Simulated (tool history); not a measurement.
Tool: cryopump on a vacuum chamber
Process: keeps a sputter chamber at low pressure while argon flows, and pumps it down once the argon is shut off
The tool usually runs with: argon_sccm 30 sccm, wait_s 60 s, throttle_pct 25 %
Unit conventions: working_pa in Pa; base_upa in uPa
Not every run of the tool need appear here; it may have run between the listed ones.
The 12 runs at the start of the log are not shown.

Run 13, hour 447.4: usual settings. Result: working_pa 0.1026 Pa, base_upa 1.91 uPa.
Run 14, hour 504.9: usual settings but argon_sccm 41 sccm. Result: working_pa 0.1405 Pa, base_upa 1.98 uPa.
Run 15, hour 535.7: usual settings but argon_sccm 41 sccm. Result: working_pa 0.1406 Pa, base_upa 1.99 uPa.
Run 16, hour 589.7: usual settings but argon_sccm 41 sccm. Result: working_pa 0.1429 Pa, base_upa 2.01 uPa.
Run 17, hour 634.2: usual settings but argon_sccm 55 sccm, wait_s 28 s. Result: working_pa 0.192 Pa, base_upa 2.8 uPa.
Run 18, hour 693.1: usual settings but argon_sccm 55 sccm, wait_s 28 s. Result: working_pa 0.1924 Pa, base_upa 2.9 uPa.
Run 19, hour 733.2: usual settings but argon_sccm 16 sccm, wait_s 30 s. Result: working_pa 0.0553 Pa, base_upa 2.82 uPa.
Run 20, hour 774.2: usual settings but argon_sccm 16 sccm, wait_s 30 s. Result: working_pa 0.055 Pa, base_upa 2.76 uPa.
Run 21, hour 823.4: usual settings but argon_sccm 16 sccm, wait_s 30 s. Result: working_pa 0.0559 Pa, base_upa 2.89 uPa.
Run 22, hour 850.2: usual settings but argon_sccm 16 sccm, wait_s 154 s, throttle_pct 26 %. Result: working_pa 0.0542 Pa, base_upa 1.79 uPa.
Run 23, hour 874.8: usual settings but argon_sccm 12 sccm, wait_s 33 s, throttle_pct 24 %. Result: working_pa 0.0439 Pa, base_upa 2.74 uPa.
Run 24, hour 905.4: usual settings but argon_sccm 21 sccm, wait_s 122 s, throttle_pct 20 %. Result: working_pa 0.0916 Pa, base_upa 1.92 uPa.
Run 25, hour 958.2: usual settings but argon_sccm 27 sccm, wait_s 24 s, throttle_pct 33 %. Result: working_pa 0.0721 Pa, base_upa 3.27 uPa.
Run 26, hour 982.4: usual settings but argon_sccm 16 sccm, wait_s 103 s, throttle_pct 43 %. Result: working_pa 0.0337 Pa, base_upa 1.96 uPa.
Run 27, hour 1023.8: usual settings but argon_sccm 21 sccm, wait_s 103 s, throttle_pct 43 %. Result: working_pa 0.0446 Pa, base_upa 2.02 uPa.
Run 28, hour 1079.2: usual settings but argon_sccm 12 sccm, wait_s 110 s, throttle_pct 24 %. Result: working_pa 0.0437 Pa, base_upa 2.01 uPa.
Run 29, hour 1124.8: usual settings but argon_sccm 25 sccm, wait_s 27 s, throttle_pct 34 %. Result: working_pa 0.0665 Pa, base_upa 3.19 uPa.
Run 30, hour 1161: usual settings but argon_sccm 25 sccm, wait_s 27 s, throttle_pct 34 %. Result: working_pa 0.0663 Pa, base_upa 3.25 uPa.

5 options for the next run, each taken on its own from the tool as it stands now. Forecast them:
Run A, hour 1194: usual settings but argon_sccm 22 sccm, wait_s 38 s, throttle_pct 34 %. Result: working_pa ?, base_upa ?.
Run B, hour 1194: usual settings but argon_sccm 25 sccm, wait_s 68 s, throttle_pct 15 %. Result: working_pa ?, base_upa ?.
Run C, hour 1194: usual settings but argon_sccm 51 sccm, wait_s 44 s, throttle_pct 38 %. Result: working_pa ?, base_upa ?.
Run D, hour 1194: usual settings but argon_sccm 18 sccm, wait_s 275 s, throttle_pct 20 %. Result: working_pa ?, base_upa ?.
Run E, hour 1194: usual settings. Result: working_pa ?, base_upa ?.

run  working_pa  base_upa
  A      0.0581       2.8
  B      0.1458      2.29
  C      0.1239      2.64
  D      0.0798      1.89
  E      0.1068      2.37
The same runs, with their run-to-run variation unchanged, on a tool lacking any hidden condition would have given:
run  working_pa  base_upa
  A      0.0546      1.23
  B      0.1418      0.73
  C      0.1158      1.06
  D      0.0769       0.3
  E       0.102      0.82

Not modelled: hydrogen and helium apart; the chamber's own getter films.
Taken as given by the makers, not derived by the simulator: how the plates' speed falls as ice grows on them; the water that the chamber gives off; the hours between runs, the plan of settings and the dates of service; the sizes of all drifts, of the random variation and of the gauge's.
